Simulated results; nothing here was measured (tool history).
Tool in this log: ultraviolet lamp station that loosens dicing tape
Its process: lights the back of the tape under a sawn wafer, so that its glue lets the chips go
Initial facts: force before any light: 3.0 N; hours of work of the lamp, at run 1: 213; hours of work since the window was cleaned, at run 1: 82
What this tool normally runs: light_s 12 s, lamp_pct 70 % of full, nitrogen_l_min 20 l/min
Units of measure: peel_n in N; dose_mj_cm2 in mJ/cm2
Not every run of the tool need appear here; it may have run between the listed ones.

| run | hour | light_s | lamp_pct | nitrogen_l_min | hours of work of the lamp | hours of work since the window was cleaned | peel_n | dose_mj_cm2 |
|---|---|---|---|---|---|---|---|---|
| 1 | 0 | 12 | 70 | 20 | 213 | 82 | 0.578 | 315 |
| 2 | 60.1 | 12 | 70 | 20 | 249 | 118 | 0.617 | 305 |
| 3 | 120.9 | 12 | 100 | 20 | 286 | 155 | 0.394 | 435 |
| 4 | 169 | 12 | 70 | 20 | 314 | 183 | 0.679 | 295 |
| 5 | 235.3 | 12 | 70 | 16 | 354 | 223 | 0.724 | 291 |
| 6 | 308 | 12 | 70 | 11 | 397 | 266 | 0.917 | 276 |
| 7 | 377.6 | 18 | 70 | 20 | 439 | 308 | 0.42 | 416 |
| 8 | 438.3 | 12 | 70 | 20 | 475 | 344 | 0.715 | 266 |
| 9 | 477.4 | 12 | 70 | 20 | 499 | 368 | 0.761 | 263 |
| 10 | 556.5 | 12 | 70 | 20 | 546 | 415 | 0.78 | 255 |
| 11 | 628.2 | 12 | 70 | 20 | 589 | 458 | 0.822 | 248 |
| 12 | 673.6 | 12 | 70 | 20 | 616 | 485 | 0.839 | 238 |
| 13 | 749.7 | 12 | 70 | 20 | 661 | 530 | 0.849 | 237 |
| 14 | 816.4 | 12 | 87 | 20 | 701 | 570 | 0.7 | 278 |
|  | 839.2 | window cleaned of glue's vapour |
| 15 | 884.7 | 12 | 65 | 20 | 742 | 27 | 0.998 | 197 |
| 16 | 918.3 | 12 | 70 | 16 | 762 | 47 | 1.003 | 211 |
|  | 972.1 | window cleaned of glue's vapour, once more |
| 17 | 978 | 12 | 70 | 16 | 797 | 4 | 0.876 | 253 |
| 18 | 1051 | 12 | 70 | 20 | 841 | 47 | 0.828 | 241 |
| 19 | 1095.6 | 12 | 70 | 20 | 868 | 74 | 0.857 | 240 |
| 20 | 1132.7 | 12 | 70 | 20 | 890 | 96 | 0.863 | 235 |
| 21 | 1166.7 | 12 | 70 | 20 | 910 | 116 | 0.898 | 232 |
| 22 | 1236.5 | 17 | 70 | 12 | 952 | 158 | 0.756 | 319 |
| 23 | 1294.5 | 17 | 70 | 12 | 986 | 193 | 0.768 | 306 |
| 24 | 1342.9 | 17 | 70 | 12 | 1015 | 222 | 0.784 | 302 |
| 25 | 1412 | 17 | 70 | 26 | 1057 | 263 | 0.607 | 294 |
| 26 | 1446.3 | 17 | 70 | 26 | 1077 | 283 | 0.611 | 289 |
| 27 | 1478.4 | 17 | 70 | 26 | 1096 | 303 | 0.641 | 280 |
|  | 1514.9 | lamp changed |
| 28 | 1549.8 | 10 | 70 | 10 | 21 | 345 | 0.974 | 262 |
| 29 | 1621.6 | 9 | 70 | 10 | 64 | 388 | 1.11 | 230 |
| 30 | 1673.1 | 10 | 77 | 24 | 95 | 418 | 0.648 | 280 |
| 31 | 1719.8 | 7 | 87 | 24 | 122 | 446 | 0.913 | 218 |
| 32 | 1753.5 | 7 | 87 | 25 | 143 | 466 | 0.864 | 214 |
| 33 | 1802.9 | 7 | 87 | 25 | 172 | 496 | 0.94 | 211 |
| 34 | 1836.7 | 7 | 91 | 31 | 192 | 516 | 0.857 | 215 |
| 35 | 1902 | 12 | 65 | 39 | 231 | 555 | 0.636 | 257 |
| 36 | 1942.2 | 10 | 65 | 15 | 255 | 579 | 1.083 | 207 |
|  | 1954 | window cleaned of glue's vapour |
| 37 | 1986.5 | 7 | 65 | 15 | 281 | 19 | 1.296 | 174 |
| 38 | 2061 | 18 | 87 | 39 | 326 | 64 | 0.229 | 572 |
| 39 | 2123.6 | 9 | 89 | 12 | 363 | 101 | 0.85 | 281 |
| 40 | 2173.1 | 8 | 70 | 8 | 393 | 131 | 1.36 | 193 |
| 41 | 2224 | 8 | 79 | 24 | 423 | 161 | 0.854 | 220 |
| 42 | 2262.4 | 12 | 80 | 11 | 446 | 184 | 0.744 | 326 |

What differs in the tool's unlogged condition from the final listed run ahead of each entry between runs to the first listed run following it?
Run 14 -> run 15: window cleaned of glue's vapour (hour 839.2)
  lamp's light, % of a new lamp's: 73.9 -> 72.6; light that the window lets through, % of a clean one's: 85.4 -> 82.2
  measured value less the no-hidden-state value, peel_n: +0.324 -> +0.459 N; dose_mj_cm2: -164 -> -134 mJ/cm2
Run 16 -> run 17: window cleaned of glue's vapour, once more (hour 972.1)
  lamp's light, % of a new lamp's: 71.8 -> 70.6; light that the window lets through, % of a clean one's: 81.6 -> 99.4
  measured value less the no-hidden-state value, peel_n: +0.472 -> +0.316 N; dose_mj_cm2: -149 -> -108 mJ/cm2
Run 27 -> run 28: lamp changed (hour 1514.9)
  lamp's light, % of a new lamp's: 60.1 -> 97.5; light that the window lets through, % of a clean one's: 91.7 -> 90.6
  measured value less the no-hidden-state value, peel_n: +0.355 -> +0.122 N; dose_mj_cm2: -230 -> -35 mJ/cm2
Run 36 -> run 37: window cleaned of glue's vapour (hour 1954)
  lamp's light, % of a new lamp's: 89 -> 88.1; light that the window lets through, % of a clean one's: 84.5 -> 99.5
  measured value less the no-hidden-state value, peel_n: +0.285 -> +0.139 N; dose_mj_cm2: -68 -> -24 mJ/cm2
